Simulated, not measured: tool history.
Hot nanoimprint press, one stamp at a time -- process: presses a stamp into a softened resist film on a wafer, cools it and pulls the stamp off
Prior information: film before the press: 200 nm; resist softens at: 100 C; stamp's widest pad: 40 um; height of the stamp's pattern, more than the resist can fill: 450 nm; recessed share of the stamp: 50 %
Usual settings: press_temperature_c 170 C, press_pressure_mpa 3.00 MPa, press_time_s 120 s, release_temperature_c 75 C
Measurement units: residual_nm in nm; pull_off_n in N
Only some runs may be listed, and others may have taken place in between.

run,hour,press_temperature_c,press_pressure_mpa,press_time_s,release_temperature_c,residual_nm,pull_off_n
1,0.0,170,3.00,120,75,107.1,167
# hour 36.2: plate thermocouple calibrated
2,40.1,170,3.00,120,75,103.6,175
3,85.4,170,3.00,120,75,103.5,177
4,129.8,170,3.00,120,75,103.9,186
5,155.4,170,3.00,120,75,105.0,182
6,192.5,170,3.00,120,75,104.5,191
7,214.4,170,3.00,120,75,105.9,199
8,235.4,169,3.00,120,75,108.8,197
9,280.2,170,3.00,120,75,107.1,202
10,302.1,170,3.00,120,75,106.0,210
11,335.9,170,3.00,120,75,106.2,219
12,359.5,170,3.00,127,75,103.6,225
13,383.7,170,3.00,120,75,105.3,210
# hour 429.3: stamp cleaned and given a new release coat
14,429.3,170,3.00,120,75,107.0,158
15,449.3,170,3.00,120,75,107.1,156
16,482.9,171,3.00,78,75,119.4,162
17,526.2,171,3.00,78,75,118.7,169
# hour 545.0: plate thermocouple calibrated
18,563.5,175,2.14,120,72,99.2,173
19,584.0,175,2.14,120,72,99.2,183
20,622.7,166,3.59,203,73,97.0,174
21,650.1,176,3.59,134,73,73.6,186
22,681.9,170,3.00,171,69,94.3,203
23,712.6,164,2.38,133,69,137.4,205
24,739.3,167,1.84,146,75,130.6,188
25,769.4,167,1.84,146,75,131.4,194
26,796.2,170,3.00,120,81,107.7,179
27,832.0,170,3.00,120,81,108.5,178
28,862.7,167,3.00,120,77,120.8,199
29,900.3,167,3.00,120,77,121.5,205
30,942.2,170,1.88,184,75,109.8,221

Predict each of these 4 candidate next runs independently; none follows another, all start after run 30:
A,988.7,160,1.82,71,75,?,?
B,988.7,170,1.88,228,67,?,?
C,988.7,173,4.65,120,80,?,?
D,988.7,170,4.20,184,75,?,?

run,residual_nm,pull_off_n
A,178.8,212
B,104.2,262
C,82.2,200
D,81.2,223
Without the tool's unlogged condition, the same runs would have read:
run,residual_nm,pull_off_n
A,175.2,141
B,98.3,176
C,75.6,134
D,74.6,149

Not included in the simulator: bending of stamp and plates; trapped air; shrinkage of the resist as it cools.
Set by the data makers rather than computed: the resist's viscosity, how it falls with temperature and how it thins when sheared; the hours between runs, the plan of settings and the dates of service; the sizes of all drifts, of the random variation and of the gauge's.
